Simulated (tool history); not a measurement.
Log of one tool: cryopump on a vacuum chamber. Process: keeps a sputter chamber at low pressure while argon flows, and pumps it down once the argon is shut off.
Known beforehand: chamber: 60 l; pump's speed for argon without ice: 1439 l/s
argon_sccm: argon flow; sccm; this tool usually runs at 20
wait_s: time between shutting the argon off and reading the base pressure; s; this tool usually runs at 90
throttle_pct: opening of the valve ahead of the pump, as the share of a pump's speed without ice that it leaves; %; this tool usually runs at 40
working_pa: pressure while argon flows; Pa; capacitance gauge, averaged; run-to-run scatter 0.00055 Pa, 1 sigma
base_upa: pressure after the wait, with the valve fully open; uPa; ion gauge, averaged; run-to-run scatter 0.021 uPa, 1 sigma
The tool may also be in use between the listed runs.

run 1 hour=0 | argon_sccm=20 wait_s=90 throttle_pct=40 | working_pa=0.0596 base_upa=0.73
run 2 hour=11.9 | argon_sccm=20 wait_s=90 throttle_pct=40 | working_pa=0.0601 base_upa=0.76
run 3 hour=26.1 | argon_sccm=20 wait_s=90 throttle_pct=40 | working_pa=0.0595 base_upa=0.79
run 4 hour=34.6 | argon_sccm=20 wait_s=90 throttle_pct=37 | working_pa=0.0645 base_upa=0.76
run 5 hour=49.9 | argon_sccm=20 wait_s=90 throttle_pct=37 | working_pa=0.0653 base_upa=0.79
run 6 hour=57.3 | argon_sccm=20 wait_s=90 throttle_pct=29 | working_pa=0.0826 base_upa=0.81
run 7 hour=70.9 | argon_sccm=20 wait_s=90 throttle_pct=29 | working_pa=0.0825 base_upa=0.8
run 8 hour=81 | argon_sccm=20 wait_s=90 throttle_pct=40 | working_pa=0.0601 base_upa=0.8
run 9 hour=91.2 | argon_sccm=20 wait_s=97 throttle_pct=40 | working_pa=0.0601 base_upa=0.78
run 10 hour=100.5 | argon_sccm=20 wait_s=97 throttle_pct=40 | working_pa=0.0609 base_upa=0.81
run 11 hour=116.7 | argon_sccm=11 wait_s=152 throttle_pct=21 | working_pa=0.063 base_upa=0.72
run 12 hour=127.3 | argon_sccm=9 wait_s=132 throttle_pct=40 | working_pa=0.0267 base_upa=0.72
run 13 hour=143.4 | argon_sccm=32 wait_s=90 throttle_pct=25 | working_pa=0.1527 base_upa=0.87
run 14 hour=155.1 | argon_sccm=10 wait_s=45 throttle_pct=23 | working_pa=0.0521 base_upa=1.11
run 15 hour=162.8 | argon_sccm=40 wait_s=98 throttle_pct=51 | working_pa=0.0964 base_upa=0.86
run 16 hour=177.3 | argon_sccm=12 wait_s=53 throttle_pct=17 | working_pa=0.0839 base_upa=1.07
run 17 hour=191.7 | argon_sccm=12 wait_s=21 throttle_pct=57 | working_pa=0.0262 base_upa=1.81
run 18 hour=199.6 | argon_sccm=12 wait_s=58 throttle_pct=41 | working_pa=0.0349 base_upa=1.1
run 19 hour=211.6 | argon_sccm=20 wait_s=21 throttle_pct=40 | working_pa=0.0602 base_upa=1.87

Consider 3 possible next runs. They are alternatives, not a sequence: every one starts from the tool as it was left by run 19. What does each give?
run A hour=223.4 | argon_sccm=12 wait_s=61 throttle_pct=51 | working_pa=? base_upa=?
run B hour=223.4 | argon_sccm=10 wait_s=90 throttle_pct=24 | working_pa=? base_upa=?
run C hour=223.4 | argon_sccm=31 wait_s=90 throttle_pct=40 | working_pa=? base_upa=?

run=A working_pa=0.0291 base_upa=1.07
run=B working_pa=0.0501 base_upa=0.97
run=C working_pa=0.095 base_upa=0.91
Without the tool's unlogged condition, the same runs would have read:
run=A working_pa=0.0277 base_upa=0.64
run=B working_pa=0.0489 base_upa=0.53
run=C working_pa=0.0914 base_upa=0.49
